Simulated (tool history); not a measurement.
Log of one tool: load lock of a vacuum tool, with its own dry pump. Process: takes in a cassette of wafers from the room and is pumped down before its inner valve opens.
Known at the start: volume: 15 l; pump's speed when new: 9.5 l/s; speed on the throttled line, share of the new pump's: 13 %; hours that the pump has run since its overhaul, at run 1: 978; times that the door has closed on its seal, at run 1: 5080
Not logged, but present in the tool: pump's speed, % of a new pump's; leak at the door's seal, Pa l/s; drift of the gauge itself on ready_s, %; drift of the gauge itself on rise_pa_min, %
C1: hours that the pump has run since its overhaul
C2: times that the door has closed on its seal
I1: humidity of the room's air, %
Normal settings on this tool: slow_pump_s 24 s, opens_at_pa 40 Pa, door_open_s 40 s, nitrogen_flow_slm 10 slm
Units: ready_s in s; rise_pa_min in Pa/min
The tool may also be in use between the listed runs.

run 1 hour=0 | slow_pump_s=24 opens_at_pa=40 door_open_s=40 nitrogen_flow_slm=10 | C1=978 C2=5080 | I1=42.2 | ready_s=33.1 rise_pa_min=0.098
run 2 hour=322.9 | slow_pump_s=24 opens_at_pa=47 door_open_s=40 nitrogen_flow_slm=10 | C1=1301 C2=5779 | I1=46.5 | ready_s=33 rise_pa_min=0.102
run 3 hour=880 | slow_pump_s=24 opens_at_pa=47 door_open_s=40 nitrogen_flow_slm=10 | C1=1858 C2=6985 | I1=47.6 | ready_s=33.2 rise_pa_min=0.109
run 4 hour=1413.8 | slow_pump_s=24 opens_at_pa=47 door_open_s=40 nitrogen_flow_slm=10 | C1=2392 C2=8141 | I1=44.6 | ready_s=33.3 rise_pa_min=0.106
run 5 hour=1875.2 | slow_pump_s=24 opens_at_pa=47 door_open_s=40 nitrogen_flow_slm=10 | C1=2853 C2=9140 | I1=46.4 | ready_s=33.3 rise_pa_min=0.115
run 6 hour=2340.6 | slow_pump_s=24 opens_at_pa=47 door_open_s=40 nitrogen_flow_slm=10 | C1=3319 C2=10148 | I1=46.3 | ready_s=33.3 rise_pa_min=0.125
run 7 hour=2616.3 | slow_pump_s=24 opens_at_pa=47 door_open_s=40 nitrogen_flow_slm=10 | C1=3594 C2=10744 | I1=43.8 | ready_s=33.2 rise_pa_min=0.121
run 8 hour=2858.1 | slow_pump_s=18 opens_at_pa=49 door_open_s=167 nitrogen_flow_slm=4 | C1=3836 C2=11268 | I1=45.3 | ready_s=27.8 rise_pa_min=0.205
run 9 hour=3207.8 | slow_pump_s=24 opens_at_pa=40 door_open_s=29 nitrogen_flow_slm=8 | C1=4186 C2=12025 | I1=45.2 | ready_s=33.5 rise_pa_min=0.126
run 10 hour=3593.3 | slow_pump_s=24 opens_at_pa=34 door_open_s=28 nitrogen_flow_slm=9 | C1=4571 C2=12860 | I1=44.3 | ready_s=33.7 rise_pa_min=0.122
run 11 hour=3887.9 | slow_pump_s=38 opens_at_pa=40 door_open_s=174 nitrogen_flow_slm=10 | C1=4866 C2=13497 | I1=42.7 | ready_s=45.7 rise_pa_min=0.19
run 12 hour=4387.8 | slow_pump_s=38 opens_at_pa=40 door_open_s=174 nitrogen_flow_slm=10 | C1=5366 C2=14580 | I1=43 | ready_s=45.8 rise_pa_min=0.197

Selected run-to-run steps in rise_pa_min, each split into two signed amounts: the part the tool would show with no hidden state at all (from settings, incoming material and random variation), and the remainder, which goes to the hidden state together with any gauge scatter not common to the measured and the hidden-state-free results:
Run 5 -> 6: nothing adjusted, nothing logged. rise_pa_min +0.01 Pa/min: hidden state +0.006, all else +0.004.
Run 7 -> 8: slow_pump_s 24 -> 18, opens_at_pa 47 -> 49, door_open_s 40 -> 167, nitrogen_flow_slm 10 -> 4. rise_pa_min +0.084 Pa/min: hidden state +0.001, all else +0.083.
